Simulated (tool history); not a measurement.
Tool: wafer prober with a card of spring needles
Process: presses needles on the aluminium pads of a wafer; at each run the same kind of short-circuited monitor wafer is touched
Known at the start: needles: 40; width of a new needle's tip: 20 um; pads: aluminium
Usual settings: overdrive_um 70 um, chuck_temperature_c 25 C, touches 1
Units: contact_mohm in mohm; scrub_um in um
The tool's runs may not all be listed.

{"run": 1, "hour": 0.0, "overdrive_um": 70, "chuck_temperature_c": 25, "touches": 1, "contact_mohm": 171, "scrub_um": 19.0}
{"run": 2, "hour": 27.8, "overdrive_um": 70, "chuck_temperature_c": 25, "touches": 1, "contact_mohm": 296, "scrub_um": 18.96}
{"run": 3, "hour": 52.9, "overdrive_um": 70, "chuck_temperature_c": 25, "touches": 1, "contact_mohm": 255, "scrub_um": 18.96}
{"run": 4, "hour": 87.2, "overdrive_um": 70, "chuck_temperature_c": 25, "touches": 1, "contact_mohm": 286, "scrub_um": 19.0}
{"run": 5, "hour": 143.0, "overdrive_um": 59, "chuck_temperature_c": 25, "touches": 1, "contact_mohm": 188, "scrub_um": 15.8}
{"run": 6, "hour": 168.6, "overdrive_um": 70, "chuck_temperature_c": 25, "touches": 1, "contact_mohm": 287, "scrub_um": 18.81}
{"run": 7, "hour": 218.3, "overdrive_um": 70, "chuck_temperature_c": 25, "touches": 1, "contact_mohm": 172, "scrub_um": 18.78}
{"run": 8, "hour": 256.1, "overdrive_um": 70, "chuck_temperature_c": 25, "touches": 1, "contact_mohm": 271, "scrub_um": 18.79}
{"run": 9, "hour": 301.2, "overdrive_um": 70, "chuck_temperature_c": 25, "touches": 1, "contact_mohm": 217, "scrub_um": 18.73}
{"run": 10, "hour": 349.4, "overdrive_um": 70, "chuck_temperature_c": 25, "touches": 1, "contact_mohm": 222, "scrub_um": 18.56}
{"run": 11, "hour": 395.9, "overdrive_um": 70, "chuck_temperature_c": 25, "touches": 1, "contact_mohm": 249, "scrub_um": 18.46}
{"run": 12, "hour": 454.7, "overdrive_um": 70, "chuck_temperature_c": 25, "touches": 1, "contact_mohm": 173, "scrub_um": 18.52}
{"run": 13, "hour": 512.2, "overdrive_um": 70, "chuck_temperature_c": 25, "touches": 1, "contact_mohm": 287, "scrub_um": 18.43}
{"run": 14, "hour": 566.4, "overdrive_um": 70, "chuck_temperature_c": 25, "touches": 1, "contact_mohm": 177, "scrub_um": 18.27}
{"run": 15, "hour": 597.0, "overdrive_um": 51, "chuck_temperature_c": 25, "touches": 2, "contact_mohm": 184, "scrub_um": 12.91}
{"run": 16, "hour": 626.7, "overdrive_um": 51, "chuck_temperature_c": 25, "touches": 2, "contact_mohm": 355, "scrub_um": 12.92}
{"run": 17, "hour": 664.1, "overdrive_um": 51, "chuck_temperature_c": 25, "touches": 2, "contact_mohm": 266, "scrub_um": 13.93}
{"run": 18, "hour": 690.4, "overdrive_um": 70, "chuck_temperature_c": 34, "touches": 1, "contact_mohm": 169, "scrub_um": 19.05}
{"run": 19, "hour": 725.2, "overdrive_um": 73, "chuck_temperature_c": 58, "touches": 1, "contact_mohm": 230, "scrub_um": 19.94}
{"run": 20, "hour": 768.3, "overdrive_um": 70, "chuck_temperature_c": 64, "touches": 1, "contact_mohm": 183, "scrub_um": 18.97}
{"run": 21, "hour": 821.1, "overdrive_um": 70, "chuck_temperature_c": 67, "touches": 3, "contact_mohm": 208, "scrub_um": 18.81}
{"run": 22, "hour": 869.2, "overdrive_um": 70, "chuck_temperature_c": 68, "touches": 1, "contact_mohm": 287, "scrub_um": 18.91}
{"run": 23, "hour": 927.5, "overdrive_um": 84, "chuck_temperature_c": 25, "touches": 2, "contact_mohm": 202, "scrub_um": 22.52}
{"run": 24, "hour": 964.6, "overdrive_um": 84, "chuck_temperature_c": 25, "touches": 2, "contact_mohm": 158, "scrub_um": 22.48}
{"run": 25, "hour": 1024.3, "overdrive_um": 70, "chuck_temperature_c": 67, "touches": 2, "contact_mohm": 261, "scrub_um": 18.61}
{"run": 26, "hour": 1055.2, "overdrive_um": 67, "chuck_temperature_c": 117, "touches": 2, "contact_mohm": 272, "scrub_um": 17.86}
{"run": 27, "hour": 1113.7, "overdrive_um": 76, "chuck_temperature_c": 25, "touches": 1, "contact_mohm": 267, "scrub_um": 20.15}
{"run": 28, "hour": 1169.8, "overdrive_um": 65, "chuck_temperature_c": 28, "touches": 1, "contact_mohm": 242, "scrub_um": 17.02}

Not shown: 77 entries that the log had between the listed runs. Between which runs, and how does the tool's hidden state differ before and after?
Between runs 1 and 2: tips cleaned on abrasive film (hour 15.7)
  debris on the tips, nm: 9 -> 97.8; way that the needles fall short of the set height, um: 0.27 -> 0.32; tips' diameter, um: 21.03 -> 21.05
  measured less the result without the state, contact_mohm: +14 -> +141 mohm; scrub_um: -0.07 -> -0.09 um
Between runs 2 and 3: tips cleaned on abrasive film (hour 31.3); tips cleaned on abrasive film (hour 47.4)
  debris on the tips, nm: 97.8 -> 66.5; way that the needles fall short of the set height, um: 0.32 -> 0.46; tips' diameter, um: 21.05 -> 21.1
  measured less the result without the state, contact_mohm: +141 -> +97 mohm; scrub_um: -0.09 -> -0.12 um
Between runs 3 and 4: tips cleaned on abrasive film (hour 63.0); tips cleaned on abrasive film (hour 79.0)
  debris on the tips, nm: 66.5 -> 86.1; way that the needles fall short of the set height, um: 0.46 -> 0.61; tips' diameter, um: 21.1 -> 21.15
  measured less the result without the state, contact_mohm: +97 -> +127 mohm; scrub_um: -0.12 -> -0.17 um
Between runs 4 and 5: tips cleaned on abrasive film (hour 94.0); tips cleaned on abrasive film (hour 110.4); tips cleaned on abrasive film (hour 127.0); tips cleaned on abrasive film (hour 142.7)
  debris on the tips, nm: 86.1 -> 12.2; way that the needles fall short of the set height, um: 0.61 -> 0.92; tips' diameter, um: 21.15 -> 21.26
  measured less the result without the state, contact_mohm: +127 -> +26 mohm; scrub_um: -0.17 -> -0.26 um
Between runs 5 and 6: tips cleaned on abrasive film (hour 159.1)
  debris on the tips, nm: 12.2 -> 84.5; way that the needles fall short of the set height, um: 0.92 -> 1; tips' diameter, um: 21.26 -> 21.29
  measured less the result without the state, contact_mohm: +26 -> +128 mohm; scrub_um: -0.26 -> -0.28 um
Between runs 6 and 7: tips cleaned on abrasive film (hour 175.4); tips cleaned on abrasive film (hour 188.9); tips cleaned on abrasive film (hour 204.8); tips cleaned on abrasive film (hour 218.3)
  debris on the tips, nm: 84.5 -> 10.9; way that the needles fall short of the set height, um: 1 -> 1.26; tips' diameter, um: 21.29 -> 21.38
  measured less the result without the state, contact_mohm: +128 -> +17 mohm; scrub_um: -0.28 -> -0.35 um
Between runs 7 and 8: tips cleaned on abrasive film (hour 234.9); tips cleaned on abrasive film (hour 250.3)
  debris on the tips, nm: 10.9 -> 72.6; way that the needles fall short of the set height, um: 1.26 -> 1.39; tips' diameter, um: 21.38 -> 21.42
  measured less the result without the state, contact_mohm: +17 -> +112 mohm; scrub_um: -0.35 -> -0.38 um
Between runs 8 and 9: tips cleaned on abrasive film (hour 266.3); tips cleaned on abrasive film (hour 282.8); tips cleaned on abrasive film (hour 299.4)
  debris on the tips, nm: 72.6 -> 37.1; way that the needles fall short of the set height, um: 1.39 -> 1.57; tips' diameter, um: 21.42 -> 21.49
  measured less the result without the state, contact_mohm: +112 -> +58 mohm; scrub_um: -0.38 -> -0.43 um
Between runs 9 and 10: tips cleaned on abrasive film (hour 313.8); tips cleaned on abrasive film (hour 329.9); tips cleaned on abrasive film (hour 346.7)
  debris on the tips, nm: 37.1 -> 36.8; way that the needles fall short of the set height, um: 1.57 -> 1.78; tips' diameter, um: 21.49 -> 21.56
  measured less the result without the state, contact_mohm: +58 -> +60 mohm; scrub_um: -0.43 -> -0.48 um
Between runs 10 and 11: tips cleaned on abrasive film (hour 362.8); tips cleaned on abrasive film (hour 376.3); tips cleaned on abrasive film (hour 392.3)
  debris on the tips, nm: 36.8 -> 54.4; way that the needles fall short of the set height, um: 1.78 -> 1.98; tips' diameter, um: 21.56 -> 21.63
  measured less the result without the state, contact_mohm: +60 -> +87 mohm; scrub_um: -0.48 -> -0.54 um
Between runs 11 and 12: tips cleaned on abrasive film (hour 409.0); tips cleaned on abrasive film (hour 422.5); tips cleaned on abrasive film (hour 439.1); tips cleaned on abrasive film (hour 454.6)
  debris on the tips, nm: 54.4 -> 7.6; way that the needles fall short of the set height, um: 1.98 -> 2.25; tips' diameter, um: 21.63 -> 21.72
  measured less the result without the state, contact_mohm: +87 -> +14 mohm; scrub_um: -0.54 -> -0.62 um
Between runs 12 and 13: tips cleaned on abrasive film (hour 470.6); tips cleaned on abrasive film (hour 487.3); tips cleaned on abrasive film (hour 504.0)
  debris on the tips, nm: 7.6 -> 79.2; way that the needles fall short of the set height, um: 2.25 -> 2.48; tips' diameter, um: 21.72 -> 21.81
  measured less the result without the state, contact_mohm: +14 -> +129 mohm; scrub_um: -0.62 -> -0.68 um
Between runs 13 and 14: height of the first contact set anew (hour 515.2); tips cleaned on abrasive film (hour 518.7); tips cleaned on abrasive film (hour 534.5); tips cleaned on abrasive film (hour 550.9); tips cleaned on abrasive film (hour 566.4)
  debris on the tips, nm: 79.2 -> 10.3; way that the needles fall short of the set height, um: 2.48 -> 3.31; tips' diameter, um: 21.81 -> 21.9
  measured less the result without the state, contact_mohm: +129 -> +19 mohm; scrub_um: -0.68 -> -0.91 um
Between runs 14 and 15: tips cleaned on abrasive film (hour 583.2); tips cleaned on abrasive film (hour 597.0)
  debris on the tips, nm: 10.3 -> 9; way that the needles fall short of the set height, um: 3.31 -> 3.45; tips' diameter, um: 21.9 -> 21.95
  measured less the result without the state, contact_mohm: +19 -> +20 mohm; scrub_um: -0.91 -> -0.94 um
Between runs 15 and 16: tips cleaned on abrasive film (hour 613.5)
  debris on the tips, nm: 9 -> 100.7; way that the needles fall short of the set height, um: 3.45 -> 3.51; tips' diameter, um: 21.95 -> 21.97
  measured less the result without the state, contact_mohm: +20 -> +191 mohm; scrub_um: -0.94 -> -0.96 um
Between runs 16 and 17: tips cleaned on abrasive film (hour 629.5); tips cleaned on abrasive film (hour 643.0); height of the first contact set anew, once more (hour 649.5); tips cleaned on abrasive film (hour 659.6)
  debris on the tips, nm: 100.7 -> 60.5; way that the needles fall short of the set height, um: 3.51 -> 0.09; tips' diameter, um: 21.97 -> 22.05
  measured less the result without the state, contact_mohm: +191 -> +102 mohm; scrub_um: -0.96 -> -0.03 um
Between runs 17 and 18: tips cleaned on abrasive film (hour 676.4); tips cleaned on abrasive film (hour 690.4)
  debris on the tips, nm: 60.5 -> 5.8; way that the needles fall short of the set height, um: 0.09 -> 0.23; tips' diameter, um: 22.05 -> 22.1
  measured less the result without the state, contact_mohm: +102 -> +10 mohm; scrub_um: -0.03 -> -0.06 um
Between runs 18 and 19: tips cleaned on abrasive film (hour 705.9); tips cleaned on abrasive film (hour 721.9)
  debris on the tips, nm: 5.8 -> 46.3; way that the needles fall short of the set height, um: 0.23 -> 0.38; tips' diameter, um: 22.1 -> 22.15
  measured less the result without the state, contact_mohm: +10 -> +66 mohm; scrub_um: -0.06 -> -0.10 um
Between runs 19 and 20: tips cleaned on abrasive film (hour 737.0); tips cleaned on abrasive film (hour 753.6); tips cleaned on abrasive film (hour 768.3)
  debris on the tips, nm: 46.3 -> 9.8; way that the needles fall short of the set height, um: 0.38 -> 0.62; tips' diameter, um: 22.15 -> 22.23
  measured less the result without the state, contact_mohm: +66 -> +16 mohm; scrub_um: -0.10 -> -0.16 um
Between runs 20 and 21: tips cleaned on abrasive film (hour 783.6); tips cleaned on abrasive film (hour 798.0); tips cleaned on abrasive film (hour 814.1)
  debris on the tips, nm: 9.8 -> 77.1; way that the needles fall short of the set height, um: 0.62 -> 0.81; tips' diameter, um: 22.23 -> 22.3
  measured less the result without the state, contact_mohm: +16 -> +43 mohm; scrub_um: -0.16 -> -0.22 um
Between runs 21 and 22: tips cleaned on abrasive film (hour 827.9); tips cleaned on abrasive film (hour 844.4); tips cleaned on abrasive film (hour 860.7)
  debris on the tips, nm: 77.1 -> 79.7; way that the needles fall short of the set height, um: 0.81 -> 1.05; tips' diameter, um: 22.3 -> 22.38
  measured less the result without the state, contact_mohm: +43 -> +122 mohm; scrub_um: -0.22 -> -0.29 um
Between runs 22 and 23: tips cleaned on abrasive film (hour 875.4); tips cleaned on abrasive film (hour 891.8); tips cleaned on abrasive film (hour 907.8); tips cleaned on abrasive film (hour 923.6)
  debris on the tips, nm: 79.7 -> 59.6; way that the needles fall short of the set height, um: 1.05 -> 1.34; tips' diameter, um: 22.38 -> 22.49
  measured less the result without the state, contact_mohm: +122 -> +44 mohm; scrub_um: -0.29 -> -0.37 um
Between runs 23 and 24: tips cleaned on abrasive film (hour 937.3); tips cleaned on abrasive film (hour 950.8); tips cleaned on abrasive film (hour 964.6)
  debris on the tips, nm: 59.6 -> 6.7; way that the needles fall short of the set height, um: 1.34 -> 1.56; tips' diameter, um: 22.49 -> 22.56
  measured less the result without the state, contact_mohm: +44 -> +6 mohm; scrub_um: -0.37 -> -0.42 um
Between runs 24 and 25: tips cleaned on abrasive film (hour 980.7); tips cleaned on abrasive film (hour 996.9); tips cleaned on abrasive film (hour 1013.1)
  debris on the tips, nm: 6.7 -> 95; way that the needles fall short of the set height, um: 1.56 -> 1.75; tips' diameter, um: 22.56 -> 22.63
  measured less the result without the state, contact_mohm: +6 -> +92 mohm; scrub_um: -0.42 -> -0.47 um
Between runs 25 and 26: tips cleaned on abrasive film (hour 1027.7); tips cleaned on abrasive film (hour 1044.2)
  debris on the tips, nm: 95 -> 98.1; way that the needles fall short of the set height, um: 1.75 -> 1.87; tips' diameter, um: 22.63 -> 22.67
  measured less the result without the state, contact_mohm: +92 -> +96 mohm; scrub_um: -0.47 -> -0.51 um
Between runs 26 and 27: tips cleaned on abrasive film (hour 1058.6); tips cleaned on abrasive film (hour 1075.3); tips cleaned on abrasive film (hour 1091.3); tips cleaned on abrasive film (hour 1107.9)
  debris on the tips, nm: 98.1 -> 75.2; way that the needles fall short of the set height, um: 1.87 -> 2.14; tips' diameter, um: 22.67 -> 22.76
  measured less the result without the state, contact_mohm: +96 -> +110 mohm; scrub_um: -0.51 -> -0.58 um
Between runs 27 and 28: tips cleaned on abrasive film (hour 1123.2); tips cleaned on abrasive film (hour 1139.4); tips cleaned on abrasive film (hour 1153.9); tips cleaned on abrasive film (hour 1167.3)
  debris on the tips, nm: 75.2 -> 41.3; way that the needles fall short of the set height, um: 2.14 -> 2.44; tips' diameter, um: 22.76 -> 22.87
  measured less the result without the state, contact_mohm: +110 -> +83 mohm; scrub_um: -0.58 -> -0.67 um

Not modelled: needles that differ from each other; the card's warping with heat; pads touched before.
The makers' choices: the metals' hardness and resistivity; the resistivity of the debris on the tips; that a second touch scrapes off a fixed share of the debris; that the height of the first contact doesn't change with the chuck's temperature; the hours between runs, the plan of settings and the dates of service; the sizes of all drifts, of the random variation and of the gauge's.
